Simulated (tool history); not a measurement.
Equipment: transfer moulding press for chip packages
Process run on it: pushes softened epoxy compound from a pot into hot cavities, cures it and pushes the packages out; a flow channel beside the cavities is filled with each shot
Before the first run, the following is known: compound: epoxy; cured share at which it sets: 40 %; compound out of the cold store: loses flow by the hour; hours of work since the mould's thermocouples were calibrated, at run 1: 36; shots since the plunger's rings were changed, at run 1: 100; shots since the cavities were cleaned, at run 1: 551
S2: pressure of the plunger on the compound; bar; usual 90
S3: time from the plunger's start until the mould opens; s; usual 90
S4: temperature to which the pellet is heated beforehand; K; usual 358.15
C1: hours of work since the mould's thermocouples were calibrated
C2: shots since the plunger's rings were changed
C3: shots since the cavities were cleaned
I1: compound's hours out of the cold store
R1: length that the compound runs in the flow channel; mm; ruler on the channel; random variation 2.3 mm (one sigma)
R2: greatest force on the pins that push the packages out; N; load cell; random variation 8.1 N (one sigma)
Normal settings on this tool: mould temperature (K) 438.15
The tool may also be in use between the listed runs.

{"run": 1, "hour": 0.0, "mould temperature (K)": 438.15, "S2": 90, "S3": 90, "S4": 358.15, "C1": 36, "C2": 100, "C3": 551, "I1": 21.1, "R1": 516, "R2": 658}
{"hour": 23.9, "done": "cavities cleaned with cleaning compound and waxed"}
{"run": 2, "hour": 34.6, "mould temperature (K)": 438.15, "S2": 90, "S3": 90, "S4": 358.15, "C1": 62, "C2": 662, "C3": 181, "I1": 11.8, "R1": 532, "R2": 518}
{"hour": 78.6, "done": "cavities cleaned with cleaning compound and waxed"}
{"run": 3, "hour": 78.6, "mould temperature (K)": 438.15, "S2": 90, "S3": 128, "S4": 358.15, "C1": 95, "C2": 1385, "C3": 0, "I1": 16.1, "R1": 516, "R2": 290}
{"run": 4, "hour": 123.4, "mould temperature (K)": 438.15, "S2": 90, "S3": 128, "S4": 358.15, "C1": 130, "C2": 2145, "C3": 760, "I1": 36.6, "R1": 463, "R2": 608}
{"hour": 136.4, "done": "cavities cleaned with cleaning compound and waxed"}
{"run": 5, "hour": 151.2, "mould temperature (K)": 438.15, "S2": 90, "S3": 128, "S4": 358.15, "C1": 151, "C2": 2593, "C3": 251, "I1": 15.9, "R1": 506, "R2": 446}
{"hour": 193.1, "done": "cavities cleaned with cleaning compound and waxed"}
{"hour": 199.0, "done": "plunger's sealing rings changed"}
{"run": 6, "hour": 199.0, "mould temperature (K)": 438.15, "S2": 90, "S3": 128, "S4": 358.15, "C1": 185, "C2": 0, "C3": 57, "I1": 38.2, "R1": 480, "R2": 347}
{"hour": 251.4, "done": "cavities cleaned with cleaning compound and waxed"}
{"run": 7, "hour": 251.4, "mould temperature (K)": 438.15, "S2": 90, "S3": 128, "S4": 358.15, "C1": 225, "C2": 866, "C3": 0, "I1": 25.2, "R1": 496, "R2": 302}
{"run": 8, "hour": 283.3, "mould temperature (K)": 438.15, "S2": 90, "S3": 128, "S4": 358.15, "C1": 250, "C2": 1407, "C3": 541, "I1": 33.4, "R1": 478, "R2": 563}
{"hour": 308.9, "done": "cavities cleaned with cleaning compound and waxed"}
{"run": 9, "hour": 311.1, "mould temperature (K)": 438.15, "S2": 99.2, "S3": 128, "S4": 358.15, "C1": 270, "C2": 1855, "C3": 38, "I1": 41.6, "R1": 481, "R2": 331}
{"run": 10, "hour": 339.1, "mould temperature (K)": 438.15, "S2": 99.2, "S3": 128, "S4": 358.15, "C1": 292, "C2": 2331, "C3": 514, "I1": 40.3, "R1": 477, "R2": 526}
{"hour": 365.8, "done": "cavities cleaned with cleaning compound and waxed"}
{"run": 11, "hour": 383.2, "mould temperature (K)": 438.15, "S2": 99.2, "S3": 128, "S4": 358.15, "C1": 326, "C2": 3055, "C3": 297, "I1": 34.3, "R1": 483, "R2": 468}
{"hour": 401.2, "done": "plunger's sealing rings changed"}
{"hour": 424.3, "done": "cavities cleaned with cleaning compound and waxed"}
{"run": 12, "hour": 426.0, "mould temperature (K)": 438.15, "S2": 90, "S3": 90, "S4": 358.15, "C1": 356, "C2": 396, "C3": 30, "I1": 16.3, "R1": 524, "R2": 420}
{"run": 13, "hour": 456.8, "mould temperature (K)": 438.15, "S2": 80.4, "S3": 90, "S4": 358.15, "C1": 380, "C2": 920, "C3": 554, "I1": 42.3, "R1": 437, "R2": 675}
{"hour": 479.6, "done": "cavities cleaned with cleaning compound and waxed"}
{"run": 14, "hour": 500.3, "mould temperature (K)": 446.15, "S2": 71.5, "S3": 71, "S4": 358.15, "C1": 413, "C2": 1633, "C3": 352, "I1": 47.2, "R1": 387, "R2": 576}
{"hour": 535.3, "done": "cavities cleaned with cleaning compound and waxed"}
{"run": 15, "hour": 546.4, "mould temperature (K)": 446.15, "S2": 93, "S3": 95, "S4": 356.15, "C1": 448, "C2": 2392, "C3": 189, "I1": 45.3, "R1": 440, "R2": 436}
{"run": 16, "hour": 586.4, "mould temperature (K)": 446.15, "S2": 93, "S3": 95, "S4": 356.15, "C1": 479, "C2": 3072, "C3": 869, "I1": 34.4, "R1": 452, "R2": 639}
{"hour": 592.4, "done": "cavities cleaned with cleaning compound and waxed"}
{"hour": 604.1, "done": "plunger's sealing rings changed"}
{"run": 17, "hour": 642.4, "mould temperature (K)": 433.15, "S2": 94.9, "S3": 77, "S4": 360.15, "C1": 520, "C2": 650, "C3": 807, "I1": 36.1, "R1": 506, "R2": 1438}
{"hour": 649.1, "done": "mould's thermocouples calibrated"}
{"hour": 654.1, "done": "cavities cleaned with cleaning compound and waxed"}
{"run": 18, "hour": 696.4, "mould temperature (K)": 438.15, "S2": 90, "S3": 78, "S4": 350.15, "C1": 36, "C2": 1509, "C3": 719, "I1": 32.7, "R1": 480, "R2": 1048}
{"hour": 711.5, "done": "cavities cleaned with cleaning compound and waxed"}
{"run": 19, "hour": 723.2, "mould temperature (K)": 443.15, "S2": 104.2, "S3": 115, "S4": 358.15, "C1": 56, "C2": 1939, "C3": 199, "I1": 41.3, "R1": 483, "R2": 436}
{"run": 20, "hour": 757.3, "mould temperature (K)": 438.15, "S2": 90, "S3": 90, "S4": 361.15, "C1": 82, "C2": 2519, "C3": 779, "I1": 10.1, "R1": 522, "R2": 835}
{"hour": 768.0, "done": "cavities cleaned with cleaning compound and waxed"}
{"hour": 806.9, "done": "plunger's sealing rings changed"}
{"run": 21, "hour": 812.3, "mould temperature (K)": 438.15, "S2": 86.7, "S3": 83, "S4": 358.15, "C1": 122, "C2": 92, "C3": 711, "I1": 31, "R1": 490, "R2": 914}
{"hour": 825.6, "done": "cavities cleaned with cleaning compound and waxed"}
{"run": 22, "hour": 842.1, "mould temperature (K)": 437.15, "S2": 91.2, "S3": 108, "S4": 352.15, "C1": 144, "C2": 572, "C3": 281, "I1": 47.5, "R1": 467, "R2": 494}
{"hour": 883.5, "done": "cavities cleaned with cleaning compound and waxed"}
{"run": 23, "hour": 885.2, "mould temperature (K)": 437.15, "S2": 91.2, "S3": 108, "S4": 352.15, "C1": 177, "C2": 1279, "C3": 29, "I1": 30, "R1": 494, "R2": 354}
{"run": 24, "hour": 920.7, "mould temperature (K)": 438.15, "S2": 72.2, "S3": 86, "S4": 358.15, "C1": 205, "C2": 1883, "C3": 633, "I1": 17.4, "R1": 456, "R2": 847}
{"hour": 939.6, "done": "cavities cleaned with cleaning compound and waxed"}
{"run": 25, "hour": 943.4, "mould temperature (K)": 438.15, "S2": 72.2, "S3": 86, "S4": 358.15, "C1": 221, "C2": 2243, "C3": 64, "I1": 30.5, "R1": 431, "R2": 480}

Describe how what the log doesn't record of the tool's condition differs between the last listed run preceding each entry between runs and the first listed run following it.
After run 1, before run 2: cavities cleaned with cleaning compound and waxed (hour 23.9)
  true mould temperature over the reading, C: -0.01 -> -0.07; pressure that reaches the compound, % of what is set: 99.25 -> 97.26; grip of the stained cavities, % over clean ones': 90.9 -> 43.2
  what was measured, less what the result would be without the hidden state, R1: -2 -> -7 mm; R2: +313 -> +156 N
After run 2, before run 3: cavities cleaned with cleaning compound and waxed (hour 78.6)
  true mould temperature over the reading, C: -0.07 -> -0.16; pressure that reaches the compound, % of what is set: 97.26 -> 94.74; grip of the stained cavities, % over clean ones': 43.2 -> 0.1
  what was measured, less what the result would be without the hidden state, R1: -7 -> -14 mm; R2: +156 -> +1 N
After run 4, before run 5: cavities cleaned with cleaning compound and waxed (hour 136.4)
  true mould temperature over the reading, C: -0.24 -> -0.29; pressure that reaches the compound, % of what is set: 92.26 -> 90.67; grip of the stained cavities, % over clean ones': 102.6 -> 51.8
  what was measured, less what the result would be without the hidden state, R1: -19 -> -25 mm; R2: +310 -> +153 N
After run 5, before run 6: cavities cleaned with cleaning compound and waxed (hour 193.1); plunger's sealing rings changed (hour 199)
  true mould temperature over the reading, C: -0.29 -> -0.37; pressure that reaches the compound, % of what is set: 90.67 -> 99.96; grip of the stained cavities, % over clean ones': 51.8 -> 13.8
  what was measured, less what the result would be without the hidden state, R1: -25 -> +1 mm; R2: +153 -> +43 N
After run 6, before run 7: cavities cleaned with cleaning compound and waxed (hour 251.4)
  true mould temperature over the reading, C: -0.37 -> -0.47; pressure that reaches the compound, % of what is set: 99.96 -> 96.78; grip of the stained cavities, % over clean ones': 13.8 -> 2.2
  what was measured, less what the result would be without the hidden state, R1: +1 -> -8 mm; R2: +43 -> +7 N
After run 8, before run 9: cavities cleaned with cleaning compound and waxed (hour 308.9)
  true mould temperature over the reading, C: -0.54 -> -0.59; pressure that reaches the compound, % of what is set: 94.81 -> 93.15; grip of the stained cavities, % over clean ones': 90.8 -> 9.6
  what was measured, less what the result would be without the hidden state, R1: -12 -> -16 mm; R2: +265 -> +29 N
After run 10, before run 11: cavities cleaned with cleaning compound and waxed (hour 365.8)
  true mould temperature over the reading, C: -0.64 -> -0.72; pressure that reaches the compound, % of what is set: 91.54 -> 89.09; grip of the stained cavities, % over clean ones': 83 -> 63.8
  what was measured, less what the result would be without the hidden state, R1: -20 -> -27 mm; R2: +239 -> +182 N
After run 11, before run 12: plunger's sealing rings changed (hour 401.2); cavities cleaned with cleaning compound and waxed (hour 424.3)
  true mould temperature over the reading, C: -0.72 -> -0.79; pressure that reaches the compound, % of what is set: 89.09 -> 98.12; grip of the stained cavities, % over clean ones': 63.8 -> 12.8
  what was measured, less what the result would be without the hidden state, R1: -27 -> -3 mm; R2: +182 -> +62 N
After run 13, before run 14: cavities cleaned with cleaning compound and waxed (hour 479.6)
  true mould temperature over the reading, C: -0.85 -> -0.94; pressure that reaches the compound, % of what is set: 96.13 -> 93.51; grip of the stained cavities, % over clean ones': 89.5 -> 69.6
  what was measured, less what the result would be without the hidden state, R1: -7 -> -12 mm; R2: +327 -> +244 N
After run 14, before run 15: cavities cleaned with cleaning compound and waxed (hour 535.3)
  true mould temperature over the reading, C: -0.94 -> -1.02; pressure that reaches the compound, % of what is set: 93.51 -> 90.74; grip of the stained cavities, % over clean ones': 69.6 -> 43.7
  what was measured, less what the result would be without the hidden state, R1: -12 -> -20 mm; R2: +244 -> +133 N
After run 16, before run 17: cavities cleaned with cleaning compound and waxed (hour 592.4); plunger's sealing rings changed (hour 604.1)
  true mould temperature over the reading, C: -1.1 -> -1.2; pressure that reaches the compound, % of what is set: 88.35 -> 97.45; grip of the stained cavities, % over clean ones': 105.5 -> 101.8
  what was measured, less what the result would be without the hidden state, R1: -27 -> -3 mm; R2: +330 -> +789 N
After run 17, before run 18: mould's thermocouples calibrated (hour 649.1); cavities cleaned with cleaning compound and waxed (hour 654.1)
  true mould temperature over the reading, C: -1.2 -> -1.74; pressure that reaches the compound, % of what is set: 97.45 -> 94.54; grip of the stained cavities, % over clean ones': 101.8 -> 102.6
  what was measured, less what the result would be without the hidden state, R1: -3 -> -10 mm; R2: +789 -> +589 N
After run 18, before run 19: cavities cleaned with cleaning compound and waxed (hour 711.5)
  true mould temperature over the reading, C: -1.74 -> -1.79; pressure that reaches the compound, % of what is set: 94.54 -> 93.15; grip of the stained cavities, % over clean ones': 102.6 -> 44.1
  what was measured, less what the result would be without the hidden state, R1: -10 -> -13 mm; R2: +589 -> +134 N
After run 20, before run 21: cavities cleaned with cleaning compound and waxed (hour 768); plunger's sealing rings changed (hour 806.9)
  true mould temperature over the reading, C: -1.86 -> -1.96; pressure that reaches the compound, % of what is set: 91.12 -> 99.27; grip of the stained cavities, % over clean ones': 103.6 -> 102.3
  what was measured, less what the result would be without the hidden state, R1: -20 -> +3 mm; R2: +464 -> +522 N
After run 21, before run 22: cavities cleaned with cleaning compound and waxed (hour 825.6)
  true mould temperature over the reading, C: -1.96 -> -2.01; pressure that reaches the compound, % of what is set: 99.27 -> 97.49; grip of the stained cavities, % over clean ones': 102.3 -> 58.1
  what was measured, less what the result would be without the hidden state, R1: +3 -> -2 mm; R2: +522 -> +196 N
After run 22, before run 23: cavities cleaned with cleaning compound and waxed (hour 883.5)
  true mould temperature over the reading, C: -2.01 -> -2.08; pressure that reaches the compound, % of what is set: 97.49 -> 94.97; grip of the stained cavities, % over clean ones': 58.1 -> 9.3
  what was measured, less what the result would be without the hidden state, R1: -2 -> -8 mm; R2: +196 -> +47 N
After run 24, before run 25: cavities cleaned with cleaning compound and waxed (hour 939.6)
  true mould temperature over the reading, C: -2.15 -> -2.19; pressure that reaches the compound, % of what is set: 92.77 -> 91.51; grip of the stained cavities, % over clean ones': 93.1 -> 17.1
  what was measured, less what the result would be without the hidden state, R1: -13 -> -15 mm; R2: +463 -> +121 N
